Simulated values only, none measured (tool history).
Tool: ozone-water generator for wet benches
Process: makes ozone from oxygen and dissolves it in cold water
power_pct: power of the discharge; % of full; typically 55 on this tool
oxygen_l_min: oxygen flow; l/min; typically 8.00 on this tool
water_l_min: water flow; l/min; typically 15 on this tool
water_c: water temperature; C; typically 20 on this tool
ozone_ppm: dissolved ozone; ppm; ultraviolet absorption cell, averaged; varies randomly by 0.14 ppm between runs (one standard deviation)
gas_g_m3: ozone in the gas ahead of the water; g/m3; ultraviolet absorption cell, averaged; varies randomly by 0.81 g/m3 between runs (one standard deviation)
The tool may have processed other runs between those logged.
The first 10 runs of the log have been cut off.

| run | hour | power_pct | oxygen_l_min | water_l_min | water_c | hours of work since the electrodes were changed | hours of work since the contactor was cleaned | hours of work since the thermometer was calibrated | ozone_ppm | gas_g_m3 |
|---|---|---|---|---|---|---|---|---|---|---|
| 11 | 328.4 | 55 | 8.00 | 15 | 20 | 1574 | 5737 | 3162 | 16.3 | 128.1 |
| 12 | 369.7 | 55 | 8.00 | 15 | 20 | 1607 | 5770 | 3195 | 16.3 | 126.7 |
| 13 | 392.7 | 55 | 8.00 | 15 | 20 | 1625 | 5788 | 3214 | 16.2 | 127.2 |
| 14 | 429.7 | 55 | 8.00 | 15 | 20 | 1655 | 5817 | 3243 | 16.1 | 125.4 |
| 15 | 452.7 | 55 | 8.00 | 15 | 13 | 1673 | 5836 | 3262 | 18.6 | 127.6 |
| 16 | 476.2 | 55 | 8.00 | 15 | 20 | 1692 | 5855 | 3280 | 16.0 | 126.9 |
| 17 | 513.3 | 63 | 8.21 | 13 | 20 | 1722 | 5884 | 3310 | 18.8 | 136.7 |
| 18 | 538.1 | 63 | 8.21 | 13 | 20 | 1741 | 5904 | 3330 | 18.9 | 136.4 |
| 19 | 578.6 | 63 | 8.21 | 13 | 20 | 1774 | 5936 | 3362 | 18.9 | 135.1 |
| 20 | 605.8 | 63 | 8.21 | 13 | 20 | 1795 | 5958 | 3384 | 18.8 | 137.3 |
| 21 | 627.6 | 77 | 8.00 | 19 | 20 | 1813 | 5975 | 3401 | 17.3 | 155.2 |
|  | 673.8 | water thermometer calibrated |
| 22 | 675.1 | 77 | 8.00 | 19 | 20 | 1850 | 6013 | 1 | 16.9 | 155.0 |
| 23 | 724.9 | 55 | 8.19 | 13 | 25 | 1890 | 6053 | 41 | 15.6 | 125.8 |
| 24 | 766.0 | 55 | 8.19 | 13 | 25 | 1923 | 6086 | 74 | 15.5 | 125.7 |
| 25 | 815.4 | 96 | 10.83 | 15 | 20 | 1962 | 6125 | 113 | 22.1 | 156.7 |
| 26 | 843.9 | 55 | 6.69 | 15 | 20 | 1985 | 6148 | 136 | 16.2 | 137.6 |
| 27 | 876.2 | 55 | 6.69 | 15 | 20 | 2011 | 6173 | 162 | 15.9 | 136.1 |
| 28 | 911.3 | 55 | 6.69 | 21 | 20 | 2039 | 6201 | 190 | 12.8 | 135.6 |

Estimate the outcome of run 29 from the log above:
| 29 | 949.7 | 55 | 6.69 | 21 | 20 | 2070 | 6232 | 220 | ? | ? |

ozone_ppm: 12.7 ppm
gas_g_m3: 135.4 g/m3
With no hidden state in the tool, this same run would have given ozone_ppm 12.7 ppm, gas_g_m3 135.5 g/m3.
